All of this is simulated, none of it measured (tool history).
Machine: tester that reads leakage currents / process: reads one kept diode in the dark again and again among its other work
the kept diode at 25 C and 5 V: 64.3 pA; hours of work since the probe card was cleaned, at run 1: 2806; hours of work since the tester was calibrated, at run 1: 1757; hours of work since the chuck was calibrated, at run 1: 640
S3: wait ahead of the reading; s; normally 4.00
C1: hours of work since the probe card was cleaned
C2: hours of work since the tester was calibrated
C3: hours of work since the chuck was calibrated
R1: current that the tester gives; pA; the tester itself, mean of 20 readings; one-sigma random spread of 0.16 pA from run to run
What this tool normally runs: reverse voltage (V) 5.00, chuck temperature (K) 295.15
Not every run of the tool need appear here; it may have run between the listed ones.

{"run": 1, "hour": 0.0, "reverse voltage (V)": 5.0, "chuck temperature (K)": 295.15, "S3": 4.0, "C1": 2806, "C2": 1757, "C3": 640, "R1": 61.0}
{"run": 2, "hour": 79.5, "reverse voltage (V)": 5.0, "chuck temperature (K)": 295.15, "S3": 4.0, "C1": 2846, "C2": 1796, "C3": 679, "R1": 60.91}
{"run": 3, "hour": 163.7, "reverse voltage (V)": 5.0, "chuck temperature (K)": 295.15, "S3": 4.0, "C1": 2887, "C2": 1838, "C3": 721, "R1": 60.76}
{"run": 4, "hour": 236.0, "reverse voltage (V)": 5.0, "chuck temperature (K)": 295.15, "S3": 4.0, "C1": 2923, "C2": 1874, "C3": 756, "R1": 60.95}
{"run": 5, "hour": 278.2, "reverse voltage (V)": 5.0, "chuck temperature (K)": 295.15, "S3": 4.0, "C1": 2944, "C2": 1895, "C3": 777, "R1": 60.7}
{"run": 6, "hour": 352.4, "reverse voltage (V)": 5.0, "chuck temperature (K)": 295.15, "S3": 7.45, "C1": 2981, "C2": 1931, "C3": 814, "R1": 61.16}
{"run": 7, "hour": 420.7, "reverse voltage (V)": 5.0, "chuck temperature (K)": 295.15, "S3": 7.45, "C1": 3014, "C2": 1965, "C3": 848, "R1": 60.98}
{"run": 8, "hour": 475.0, "reverse voltage (V)": 5.0, "chuck temperature (K)": 295.15, "S3": 7.45, "C1": 3041, "C2": 1992, "C3": 875, "R1": 61.35}
{"run": 9, "hour": 565.1, "reverse voltage (V)": 5.0, "chuck temperature (K)": 295.15, "S3": 4.0, "C1": 3086, "C2": 2037, "C3": 919, "R1": 61.47}
{"run": 10, "hour": 625.4, "reverse voltage (V)": 5.0, "chuck temperature (K)": 295.15, "S3": 4.0, "C1": 3116, "C2": 2067, "C3": 949, "R1": 61.47}
{"run": 11, "hour": 676.7, "reverse voltage (V)": 1.34, "chuck temperature (K)": 295.15, "S3": 4.0, "C1": 3141, "C2": 2092, "C3": 975, "R1": 29.55}
{"run": 12, "hour": 742.2, "reverse voltage (V)": 1.34, "chuck temperature (K)": 295.15, "S3": 4.0, "C1": 3174, "C2": 2124, "C3": 1007, "R1": 29.33}
{"run": 13, "hour": 822.2, "reverse voltage (V)": 1.34, "chuck temperature (K)": 295.15, "S3": 4.0, "C1": 3213, "C2": 2164, "C3": 1047, "R1": 29.26}
{"run": 14, "hour": 919.2, "reverse voltage (V)": 5.0, "chuck temperature (K)": 295.15, "S3": 4.4, "C1": 3261, "C2": 2212, "C3": 1095, "R1": 62.0}
{"run": 15, "hour": 990.8, "reverse voltage (V)": 5.0, "chuck temperature (K)": 315.15, "S3": 4.0, "C1": 3297, "C2": 2247, "C3": 1130, "R1": 218.1}
{"run": 16, "hour": 1085.9, "reverse voltage (V)": 5.0, "chuck temperature (K)": 315.15, "S3": 4.0, "C1": 3344, "C2": 2295, "C3": 1177, "R1": 219.48}
{"run": 17, "hour": 1140.0, "reverse voltage (V)": 5.0, "chuck temperature (K)": 295.15, "S3": 0.53, "C1": 3370, "C2": 2321, "C3": 1204, "R1": 63.57}
{"run": 18, "hour": 1210.3, "reverse voltage (V)": 5.0, "chuck temperature (K)": 295.15, "S3": 0.53, "C1": 3405, "C2": 2356, "C3": 1239, "R1": 63.4}
{"run": 19, "hour": 1254.7, "reverse voltage (V)": 5.0, "chuck temperature (K)": 295.15, "S3": 0.53, "C1": 3427, "C2": 2378, "C3": 1261, "R1": 63.85}
{"hour": 1263.5, "done": "chuck's temperature calibrated"}
{"run": 20, "hour": 1350.8, "reverse voltage (V)": 5.4, "chuck temperature (K)": 324.15, "S3": 2.55, "C1": 3474, "C2": 2425, "C3": 43, "R1": 386.92}
{"run": 21, "hour": 1411.1, "reverse voltage (V)": 5.55, "chuck temperature (K)": 321.15, "S3": 4.0, "C1": 3504, "C2": 2455, "C3": 73, "R1": 329.0}
{"hour": 1427.4, "done": "chuck's temperature calibrated, once more"}
{"run": 22, "hour": 1494.9, "reverse voltage (V)": 5.55, "chuck temperature (K)": 321.15, "S3": 4.0, "C1": 3544, "C2": 2495, "C3": 33, "R1": 349.09}
{"run": 23, "hour": 1586.7, "reverse voltage (V)": 1.65, "chuck temperature (K)": 295.15, "S3": 1.83, "C1": 3590, "C2": 2540, "C3": 79, "R1": 34.4}
{"hour": 1597.2, "done": "probe card cleaned and baked"}
{"run": 24, "hour": 1648.5, "reverse voltage (V)": 1.65, "chuck temperature (K)": 295.15, "S3": 1.83, "C1": 25, "C2": 2570, "C3": 108, "R1": 30.52}
{"run": 25, "hour": 1701.2, "reverse voltage (V)": 11.25, "chuck temperature (K)": 295.15, "S3": 2.62, "C1": 51, "C2": 2596, "C3": 134, "R1": 79.22}
{"run": 26, "hour": 1748.6, "reverse voltage (V)": 2.27, "chuck temperature (K)": 303.15, "S3": 4.22, "C1": 75, "C2": 2619, "C3": 157, "R1": 63.59}
{"run": 27, "hour": 1789.4, "reverse voltage (V)": 1.75, "chuck temperature (K)": 295.15, "S3": 1.2, "C1": 95, "C2": 2639, "C3": 178, "R1": 31.32}

Below are 4 alternative next runs, each starting from the tool's condition after run 27. Predict each:
{"run": "A", "hour": 1864.6, "reverse voltage (V)": 15.0, "chuck temperature (K)": 295.15, "S3": 7.62, "C1": 132, "C2": 2676, "C3": 215, "R1": "?"}
{"run": "B", "hour": 1864.6, "reverse voltage (V)": 1.75, "chuck temperature (K)": 294.15, "S3": 1.2, "C1": 132, "C2": 2676, "C3": 215, "R1": "?"}
{"run": "C", "hour": 1864.6, "reverse voltage (V)": 1.75, "chuck temperature (K)": 333.15, "S3": 1.2, "C1": 132, "C2": 2676, "C3": 215, "R1": "?"}
{"run": "D", "hour": 1864.6, "reverse voltage (V)": 1.75, "chuck temperature (K)": 321.15, "S3": 5.17, "C1": 132, "C2": 2676, "C3": 215, "R1": "?"}

run=A R1=91.57
run=B R1=29.14
run=C R1=391.83
run=D R1=188.30
With no hidden state in the tool, these same runs would have given:
run=A R1=89.10
run=B R1=28.66
run=C R1=387.69
run=D R1=186.20
